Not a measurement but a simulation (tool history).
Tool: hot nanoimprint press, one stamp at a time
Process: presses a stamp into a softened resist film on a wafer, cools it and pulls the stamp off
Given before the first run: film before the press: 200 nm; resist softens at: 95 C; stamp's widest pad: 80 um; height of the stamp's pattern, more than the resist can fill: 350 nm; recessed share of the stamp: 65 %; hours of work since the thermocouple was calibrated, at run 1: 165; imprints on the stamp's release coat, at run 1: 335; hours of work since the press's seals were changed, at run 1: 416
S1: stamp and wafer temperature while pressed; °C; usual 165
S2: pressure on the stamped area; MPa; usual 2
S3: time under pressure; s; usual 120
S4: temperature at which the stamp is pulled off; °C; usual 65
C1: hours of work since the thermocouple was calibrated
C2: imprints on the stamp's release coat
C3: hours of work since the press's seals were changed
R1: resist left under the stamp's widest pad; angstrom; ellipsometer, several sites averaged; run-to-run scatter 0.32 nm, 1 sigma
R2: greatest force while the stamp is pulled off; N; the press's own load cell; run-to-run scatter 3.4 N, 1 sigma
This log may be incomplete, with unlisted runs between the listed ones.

run 1 hour=0 | S1=165 S2=2 S3=120 S4=65 | C1=165 C2=335 C3=416 | R1=822 R2=164
run 2 hour=20 | S1=165 S2=2 S3=120 S4=65 | C1=176 C2=385 C3=427 | R1=825 R2=161
run 3 hour=36.5 | S1=165 S2=1.62 S3=120 S4=65 | C1=185 C2=425 C3=436 | R1=903 R2=162
run 4 hour=49.2 | S1=165 S2=2 S3=120 S4=70 | C1=192 C2=456 C3=443 | R1=824 R2=153
run 5 hour=64.8 | S1=165 S2=2 S3=120 S4=70 | C1=201 C2=494 C3=451 | R1=833 R2=160
run 6 hour=79.6 | S1=165 S2=2.56 S3=120 S4=53 | C1=209 C2=531 C3=459 | R1=729 R2=184
run 7 hour=88.8 | S1=165 S2=2.56 S3=217 S4=53 | C1=214 C2=553 C3=465 | R1=573 R2=187
run 8 hour=98.5 | S1=165 S2=2.56 S3=217 S4=58 | C1=219 C2=577 C3=470 | R1=575 R2=179
run 9 hour=115.6 | S1=165 S2=2.56 S3=217 S4=58 | C1=229 C2=619 C3=479 | R1=575 R2=177

Run 10 comes next. What will it give?
run 10 hour=126.9 | S1=165 S2=2 S3=133 S4=62 | C1=235 C2=647 C3=486 | R1=? R2=?

{"run 10": {"R1": 791, "R2": 168}}
Take away the tool's hidden state, keep the run-to-run variation as it was, and the same run would have given R1 790 angstrom, R2 166 N.

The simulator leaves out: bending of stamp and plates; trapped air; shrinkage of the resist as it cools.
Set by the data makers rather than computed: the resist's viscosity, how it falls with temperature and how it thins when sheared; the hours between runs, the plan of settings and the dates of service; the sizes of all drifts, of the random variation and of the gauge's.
